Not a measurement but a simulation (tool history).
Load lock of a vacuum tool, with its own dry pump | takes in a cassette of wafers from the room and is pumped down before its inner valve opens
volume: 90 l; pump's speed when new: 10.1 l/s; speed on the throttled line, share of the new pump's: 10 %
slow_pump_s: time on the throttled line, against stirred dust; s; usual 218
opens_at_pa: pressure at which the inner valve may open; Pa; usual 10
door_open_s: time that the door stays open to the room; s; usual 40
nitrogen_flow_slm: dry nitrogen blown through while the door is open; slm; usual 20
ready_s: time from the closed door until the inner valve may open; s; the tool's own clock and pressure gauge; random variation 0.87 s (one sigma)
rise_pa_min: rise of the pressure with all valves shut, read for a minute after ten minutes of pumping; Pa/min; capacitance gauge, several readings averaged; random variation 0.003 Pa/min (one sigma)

run	hour	slow_pump_s	opens_at_pa	door_open_s	nitrogen_flow_slm	incoming humidity of the room's air, %	ready_s	rise_pa_min
1	0.0	218	10	40	20	44.2	281.3	0.120
2	473.7	340	10	40	20	46.1	391.8	0.131
3	802.7	340	10	40	20	43.9	391.7	0.142
4	1397.5	340	10	40	20	43.5	391.8	0.143
5	1983.2	340	10	40	20	42.1	390.3	0.162
6	2273.7	340	10	40	20	45.0	392.3	0.160
7	2685.4	340	10	40	20	45.7	391.4	0.174
8	3135.6	340	10	40	20	41.5	391.7	0.174
9	3436.1	200	10	40	20	41.5	265.0	0.185
10	3937.8	200	10	40	20	42.9	266.2	0.196
11	4244.0	200	10	40	20	47.2	266.1	0.205
12	4865.4	200	10	40	20	44.8	266.0	0.216
13	5174.4	288	10	40	20	42.0	346.5	0.227
14	5506.6	218	13	40	20	48.8	278.0	0.234
15	6079.7	218	13	40	20	44.0	281.2	0.253
16	6364.3	218	12	54	20	46.7	281.2	0.258
17	6767.6	218	7	40	22	43.0	288.4	0.269
18	7063.6	218	10	145	20	46.7	282.8	0.300
19	7325.2	304	10	31	20	45.6	360.8	0.280
20	7715.2	304	10	31	20	42.8	359.2	0.293
21	8106.2	218	10	66	4	46.6	284.0	0.327
22	8560.0	218	10	66	4	43.3	285.0	0.343
23	9071.3	163	10	40	42	40.6	236.0	0.330
24	9655.5	218	10	40	12	44.9	284.9	0.365
25	10280.5	218	10	57	30	43.5	284.3	0.377
26	10698.5	218	10	57	30	41.7	286.2	0.391
27	11265.6	111	9	33	33	45.7	190.4	0.415
# hour 11419.4: door's seal changed, seat wiped
28	11857.4	218	10	26	11	48.5	284.0	0.033
29	12442.1	218	10	26	11	43.7	286.2	0.034

Forecast each of these 5 alternatives for the next run:
A	12906.9	218	9	26	16	45.3	?	?
B	12906.9	206	18	40	20	46.0	?	?
C	12906.9	387	10	72	11	46.3	?	?
D	12906.9	310	10	26	11	45.6	?	?
E	12906.9	133	9	32	11	45.6	?	?

run	ready_s	rise_pa_min
A	286.6	0.038
B	268.9	0.035
C	438.4	0.054
D	368.2	0.034
E	210.9	0.035
Without the tool's hidden state the same runs would have given:
run	ready_s	rise_pa_min
A	280.6	0.028
B	263.5	0.025
C	434.1	0.044
D	363.2	0.024
E	204.3	0.025
